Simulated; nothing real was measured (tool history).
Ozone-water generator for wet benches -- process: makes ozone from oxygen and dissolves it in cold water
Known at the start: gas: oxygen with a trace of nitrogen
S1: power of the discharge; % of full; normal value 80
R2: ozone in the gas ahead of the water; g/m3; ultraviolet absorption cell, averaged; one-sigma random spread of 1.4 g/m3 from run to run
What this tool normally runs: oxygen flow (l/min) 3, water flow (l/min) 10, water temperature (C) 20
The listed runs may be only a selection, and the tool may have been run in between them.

{"run": 1, "hour": 0.0, "S1": 80, "oxygen flow (l/min)": 3, "water flow (l/min)": 10, "water temperature (C)": 20, "dissolved ozone (ppm)": 31, "R2": 262.2}
{"run": 2, "hour": 26.6, "S1": 80, "oxygen flow (l/min)": 3, "water flow (l/min)": 10, "water temperature (C)": 20, "dissolved ozone (ppm)": 31, "R2": 264.2}
{"run": 3, "hour": 43.9, "S1": 80, "oxygen flow (l/min)": 3, "water flow (l/min)": 10, "water temperature (C)": 22, "dissolved ozone (ppm)": 30, "R2": 262}
{"run": 4, "hour": 82.9, "S1": 80, "oxygen flow (l/min)": 3, "water flow (l/min)": 10, "water temperature (C)": 20, "dissolved ozone (ppm)": 31, "R2": 262.5}
{"run": 5, "hour": 105.0, "S1": 80, "oxygen flow (l/min)": 3, "water flow (l/min)": 10, "water temperature (C)": 20, "dissolved ozone (ppm)": 31.2, "R2": 265.5}
{"run": 6, "hour": 145.1, "S1": 80, "oxygen flow (l/min)": 3, "water flow (l/min)": 10, "water temperature (C)": 20, "dissolved ozone (ppm)": 30.8, "R2": 264.5}
{"run": 7, "hour": 183.7, "S1": 80, "oxygen flow (l/min)": 3, "water flow (l/min)": 10, "water temperature (C)": 21, "dissolved ozone (ppm)": 30.4, "R2": 263.7}
{"run": 8, "hour": 217.8, "S1": 80, "oxygen flow (l/min)": 3, "water flow (l/min)": 7, "water temperature (C)": 20, "dissolved ozone (ppm)": 39.2, "R2": 265.2}
{"run": 9, "hour": 240.9, "S1": 80, "oxygen flow (l/min)": 3, "water flow (l/min)": 10, "water temperature (C)": 19, "dissolved ozone (ppm)": 31.1, "R2": 261.3}
{"run": 10, "hour": 268.9, "S1": 93, "oxygen flow (l/min)": 1.52, "water flow (l/min)": 10, "water temperature (C)": 18, "dissolved ozone (ppm)": 30.8, "R2": 389.1}
{"run": 11, "hour": 291.6, "S1": 48, "oxygen flow (l/min)": 2.73, "water flow (l/min)": 7, "water temperature (C)": 13, "dissolved ozone (ppm)": 31.9, "R2": 199.8}
{"run": 12, "hour": 331.6, "S1": 48, "oxygen flow (l/min)": 2.73, "water flow (l/min)": 7, "water temperature (C)": 13, "dissolved ozone (ppm)": 32.4, "R2": 198.4}
{"run": 13, "hour": 352.3, "S1": 50, "oxygen flow (l/min)": 3.02, "water flow (l/min)": 7, "water temperature (C)": 20, "dissolved ozone (ppm)": 28.9, "R2": 194.1}
{"run": 14, "hour": 384.4, "S1": 50, "oxygen flow (l/min)": 3.02, "water flow (l/min)": 7, "water temperature (C)": 20, "dissolved ozone (ppm)": 29.2, "R2": 194.5}
{"run": 15, "hour": 417.8, "S1": 50, "oxygen flow (l/min)": 3, "water flow (l/min)": 15, "water temperature (C)": 20, "dissolved ozone (ppm)": 16.3, "R2": 196}
{"run": 16, "hour": 435.8, "S1": 50, "oxygen flow (l/min)": 4.34, "water flow (l/min)": 15, "water temperature (C)": 20, "dissolved ozone (ppm)": 17.1, "R2": 169.7}
{"run": 17, "hour": 457.5, "S1": 50, "oxygen flow (l/min)": 4.34, "water flow (l/min)": 15, "water temperature (C)": 20, "dissolved ozone (ppm)": 17.3, "R2": 167.4}

What if the next run were any one of these 3? Each begins from the tool's condition after run 17:
{"run": "A", "hour": 494.0, "S1": 50, "oxygen flow (l/min)": 3.28, "water flow (l/min)": 13, "water temperature (C)": 12, "dissolved ozone (ppm)": "?", "R2": "?"}
{"run": "B", "hour": 494.0, "S1": 80, "oxygen flow (l/min)": 2.37, "water flow (l/min)": 10, "water temperature (C)": 14, "dissolved ozone (ppm)": "?", "R2": "?"}
{"run": "C", "hour": 494.0, "S1": 50, "oxygen flow (l/min)": 1.91, "water flow (l/min)": 15, "water temperature (C)": 12, "dissolved ozone (ppm)": "?", "R2": "?"}

run=A dissolved_ozone_(ppm)=21.1 R2=186.7
run=B dissolved_ozone_(ppm)=33.1 R2=289
run=C dissolved_ozone_(ppm)=15.5 R2=236.3
What these runs would have given with no unlogged condition in the tool:
run=A dissolved_ozone_(ppm)=21.1 R2=186.7
run=B dissolved_ozone_(ppm)=33.1 R2=289
run=C dissolved_ozone_(ppm)=15.5 R2=236.3

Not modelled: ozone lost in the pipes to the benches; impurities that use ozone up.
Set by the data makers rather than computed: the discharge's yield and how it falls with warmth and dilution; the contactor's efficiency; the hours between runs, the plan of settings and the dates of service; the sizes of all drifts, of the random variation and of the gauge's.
